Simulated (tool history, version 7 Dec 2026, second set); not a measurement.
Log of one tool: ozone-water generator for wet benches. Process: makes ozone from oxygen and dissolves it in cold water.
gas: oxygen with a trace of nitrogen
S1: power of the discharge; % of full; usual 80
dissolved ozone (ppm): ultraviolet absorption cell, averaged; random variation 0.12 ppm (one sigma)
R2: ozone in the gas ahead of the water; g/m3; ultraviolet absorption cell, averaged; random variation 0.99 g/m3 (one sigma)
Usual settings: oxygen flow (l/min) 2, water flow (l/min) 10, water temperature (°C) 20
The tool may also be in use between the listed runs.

{"run": 1, "hour": 0.0, "S1": 80, "oxygen flow (l/min)": 2, "water flow (l/min)": 10, "water temperature (°C)": 20, "dissolved ozone (ppm)": 10.8, "R2": 163.8}
{"run": 2, "hour": 72.8, "S1": 80, "oxygen flow (l/min)": 2, "water flow (l/min)": 10, "water temperature (°C)": 20, "dissolved ozone (ppm)": 10.6, "R2": 163.8}
{"run": 3, "hour": 128.1, "S1": 80, "oxygen flow (l/min)": 2, "water flow (l/min)": 10, "water temperature (°C)": 20, "dissolved ozone (ppm)": 10.7, "R2": 162.6}
{"run": 4, "hour": 182.5, "S1": 80, "oxygen flow (l/min)": 2, "water flow (l/min)": 7, "water temperature (°C)": 20, "dissolved ozone (ppm)": 14.4, "R2": 161.5}
{"run": 5, "hour": 225.6, "S1": 80, "oxygen flow (l/min)": 2, "water flow (l/min)": 10, "water temperature (°C)": 20, "dissolved ozone (ppm)": 10.8, "R2": 161.8}
{"run": 6, "hour": 259.9, "S1": 80, "oxygen flow (l/min)": 2, "water flow (l/min)": 10, "water temperature (°C)": 20, "dissolved ozone (ppm)": 10.6, "R2": 162.4}
{"run": 7, "hour": 300.7, "S1": 46, "oxygen flow (l/min)": 2, "water flow (l/min)": 10, "water temperature (°C)": 20, "dissolved ozone (ppm)": 7.6, "R2": 116.9}
{"run": 8, "hour": 361.6, "S1": 46, "oxygen flow (l/min)": 2, "water flow (l/min)": 10, "water temperature (°C)": 20, "dissolved ozone (ppm)": 7.5, "R2": 117.3}
{"run": 9, "hour": 393.5, "S1": 46, "oxygen flow (l/min)": 2, "water flow (l/min)": 10, "water temperature (°C)": 20, "dissolved ozone (ppm)": 7.7, "R2": 116.8}
{"run": 10, "hour": 428.8, "S1": 80, "oxygen flow (l/min)": 2.53, "water flow (l/min)": 10, "water temperature (°C)": 20, "dissolved ozone (ppm)": 10.7, "R2": 142.3}
{"run": 11, "hour": 493.9, "S1": 80, "oxygen flow (l/min)": 2, "water flow (l/min)": 10, "water temperature (°C)": 23, "dissolved ozone (ppm)": 10.1, "R2": 161}
{"run": 12, "hour": 560.7, "S1": 80, "oxygen flow (l/min)": 2.95, "water flow (l/min)": 10, "water temperature (°C)": 20, "dissolved ozone (ppm)": 10.6, "R2": 132.2}
{"run": 13, "hour": 602.0, "S1": 80, "oxygen flow (l/min)": 2, "water flow (l/min)": 10, "water temperature (°C)": 20, "dissolved ozone (ppm)": 10.5, "R2": 160.6}
{"run": 14, "hour": 650.0, "S1": 80, "oxygen flow (l/min)": 1.67, "water flow (l/min)": 10, "water temperature (°C)": 20, "dissolved ozone (ppm)": 10.5, "R2": 175.6}
{"run": 15, "hour": 721.9, "S1": 50, "oxygen flow (l/min)": 2, "water flow (l/min)": 10, "water temperature (°C)": 28, "dissolved ozone (ppm)": 7.1, "R2": 120.6}
{"run": 16, "hour": 771.4, "S1": 46, "oxygen flow (l/min)": 1.65, "water flow (l/min)": 7, "water temperature (°C)": 20, "dissolved ozone (ppm)": 10.1, "R2": 128.1}
{"run": 17, "hour": 827.4, "S1": 46, "oxygen flow (l/min)": 1.65, "water flow (l/min)": 7, "water temperature (°C)": 20, "dissolved ozone (ppm)": 10.2, "R2": 128.2}
{"run": 18, "hour": 881.9, "S1": 71, "oxygen flow (l/min)": 1.65, "water flow (l/min)": 7, "water temperature (°C)": 25, "dissolved ozone (ppm)": 12.2, "R2": 166.4}
{"run": 19, "hour": 943.1, "S1": 71, "oxygen flow (l/min)": 1.65, "water flow (l/min)": 7, "water temperature (°C)": 25, "dissolved ozone (ppm)": 12.1, "R2": 166.5}
{"run": 20, "hour": 988.4, "S1": 71, "oxygen flow (l/min)": 1.65, "water flow (l/min)": 7, "water temperature (°C)": 25, "dissolved ozone (ppm)": 12.3, "R2": 165.7}
{"run": 21, "hour": 1030.6, "S1": 57, "oxygen flow (l/min)": 2.7, "water flow (l/min)": 13, "water temperature (°C)": 15, "dissolved ozone (ppm)": 7.3, "R2": 111.2}
{"hour": 1095.4, "done": "water thermometer calibrated"}
{"run": 22, "hour": 1096.3, "S1": 70, "oxygen flow (l/min)": 2.21, "water flow (l/min)": 8, "water temperature (°C)": 21, "dissolved ozone (ppm)": 11.4, "R2": 138.9}
{"run": 23, "hour": 1168.5, "S1": 70, "oxygen flow (l/min)": 2.21, "water flow (l/min)": 8, "water temperature (°C)": 21, "dissolved ozone (ppm)": 11.2, "R2": 139.4}
{"run": 24, "hour": 1226.9, "S1": 99, "oxygen flow (l/min)": 2.27, "water flow (l/min)": 10, "water temperature (°C)": 27, "dissolved ozone (ppm)": 10.7, "R2": 169.9}
{"run": 25, "hour": 1294.9, "S1": 99, "oxygen flow (l/min)": 2.27, "water flow (l/min)": 10, "water temperature (°C)": 27, "dissolved ozone (ppm)": 10.6, "R2": 170.6}
{"run": 26, "hour": 1352.7, "S1": 99, "oxygen flow (l/min)": 2.27, "water flow (l/min)": 10, "water temperature (°C)": 27, "dissolved ozone (ppm)": 10.5, "R2": 167.9}
{"run": 27, "hour": 1427.2, "S1": 47, "oxygen flow (l/min)": 2.47, "water flow (l/min)": 8, "water temperature (°C)": 27, "dissolved ozone (ppm)": 7.9, "R2": 102.9}

5 ways to go on from here, each from the tool as it stands after run 27. What would each give?
{"run": "A", "hour": 1500.7, "S1": 47, "oxygen flow (l/min)": 2.54, "water flow (l/min)": 13, "water temperature (°C)": 16, "dissolved ozone (ppm)": "?", "R2": "?"}
{"run": "B", "hour": 1500.7, "S1": 77, "oxygen flow (l/min)": 1.09, "water flow (l/min)": 14, "water temperature (°C)": 20, "dissolved ozone (ppm)": "?", "R2": "?"}
{"run": "C", "hour": 1500.7, "S1": 92, "oxygen flow (l/min)": 1.43, "water flow (l/min)": 10, "water temperature (°C)": 20, "dissolved ozone (ppm)": "?", "R2": "?"}
{"run": "D", "hour": 1500.7, "S1": 80, "oxygen flow (l/min)": 3.12, "water flow (l/min)": 10, "water temperature (°C)": 20, "dissolved ozone (ppm)": "?", "R2": "?"}
{"run": "E", "hour": 1500.7, "S1": 47, "oxygen flow (l/min)": 3.11, "water flow (l/min)": 8, "water temperature (°C)": 27, "dissolved ozone (ppm)": "?", "R2": "?"}

run=A dissolved_ozone_(ppm)=6.4 R2=102.2
run=B dissolved_ozone_(ppm)=6.4 R2=216.3
run=C dissolved_ozone_(ppm)=10.8 R2=203.7
run=D dissolved_ozone_(ppm)=10.1 R2=124.4
run=E dissolved_ozone_(ppm)=7.8 R2=91.5
Without the tool's hidden state the same runs would have given:
run=A dissolved_ozone_(ppm)=7.2 R2=107.9
run=B dissolved_ozone_(ppm)=7.3 R2=233.1
run=C dissolved_ozone_(ppm)=12.3 R2=221.2
run=D dissolved_ozone_(ppm)=11.5 R2=134.3
run=E dissolved_ozone_(ppm)=8.7 R2=96.6
